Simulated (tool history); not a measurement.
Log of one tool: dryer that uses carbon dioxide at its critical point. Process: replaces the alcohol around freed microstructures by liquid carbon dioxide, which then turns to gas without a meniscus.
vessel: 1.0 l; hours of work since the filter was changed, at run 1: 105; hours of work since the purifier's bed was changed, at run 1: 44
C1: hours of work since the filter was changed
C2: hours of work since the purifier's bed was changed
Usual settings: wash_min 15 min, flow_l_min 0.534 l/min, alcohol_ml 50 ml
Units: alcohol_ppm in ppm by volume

Run 1, day 0: usual settings; C1 105; C2 44. Result: alcohol_ppm 61 ppm by volume.
Run 2, day 0.621: usual settings; C1 110; C2 50. Result: alcohol_ppm 55 ppm by volume.
Run 3, day 1.117: usual settings but flow_l_min 0.559 l/min; C1 115; C2 54. Result: alcohol_ppm 52 ppm by volume.
Run 4, day 1.592: usual settings but flow_l_min 0.559 l/min; C1 119; C2 58. Result: alcohol_ppm 55 ppm by volume.
Run 5, day 1.979: usual settings but flow_l_min 0.5 l/min; C1 122; C2 62. Result: alcohol_ppm 92 ppm by volume.
Run 6, day 2.558: usual settings but flow_l_min 0.843 l/min; C1 127; C2 67. Result: alcohol_ppm 17 ppm by volume.
Run 7, day 2.875: usual settings; C1 130; C2 70. Result: alcohol_ppm 70 ppm by volume.
Run 8, day 3.146: usual settings; C1 132; C2 72. Result: alcohol_ppm 66 ppm by volume.
Run 9, day 3.558: usual settings; C1 136; C2 76. Result: alcohol_ppm 70 ppm by volume.
Run 10, day 3.917: usual settings; C1 139; C2 79. Result: alcohol_ppm 57 ppm by volume.
Run 11, day 4.483: usual settings; C1 144; C2 84. Result: alcohol_ppm 78 ppm by volume.
Run 12, day 5.071: usual settings but wash_min 23 min, flow_l_min 0.455 l/min, alcohol_ml 27 ml; C1 149; C2 89. Result: alcohol_ppm 24 ppm by volume.
Run 13, day 5.367: usual settings but wash_min 12 min, alcohol_ml 49 ml; C1 152; C2 91. Result: alcohol_ppm 219 ppm by volume.
Run 14, day 5.912: usual settings but wash_min 12 min, alcohol_ml 49 ml; C1 157; C2 96. Result: alcohol_ppm 221 ppm by volume.
Run 15, day 6.342: usual settings but wash_min 20 min, flow_l_min 0.871 l/min, alcohol_ml 42 ml; C1 160; C2 100. Result: alcohol_ppm 24 ppm by volume.
Run 16, day 6.808: usual settings but wash_min 9 min, alcohol_ml 101 ml; C1 165; C2 104. Result: alcohol_ppm 1618 ppm by volume.
Run 17, day 7.25: usual settings but wash_min 11 min, flow_l_min 0.814 l/min; C1 168; C2 108. Result: alcohol_ppm 56 ppm by volume.
Run 18, day 7.533: usual settings but wash_min 19 min, flow_l_min 0.463 l/min, alcohol_ml 60 ml; C1 171; C2 110. Result: alcohol_ppm 63 ppm by volume.

Run 19 comes next. What will it give?
Run 19, day 8.025: usual settings but wash_min 19 min, flow_l_min 0.463 l/min, alcohol_ml 60 ml; C1 175; C2 115. Result: alcohol_ppm ?.

Run 19 gave alcohol_ppm 59 ppm by volume.
Without the tool's hidden state the same run would have given alcohol_ppm 22 ppm by volume.
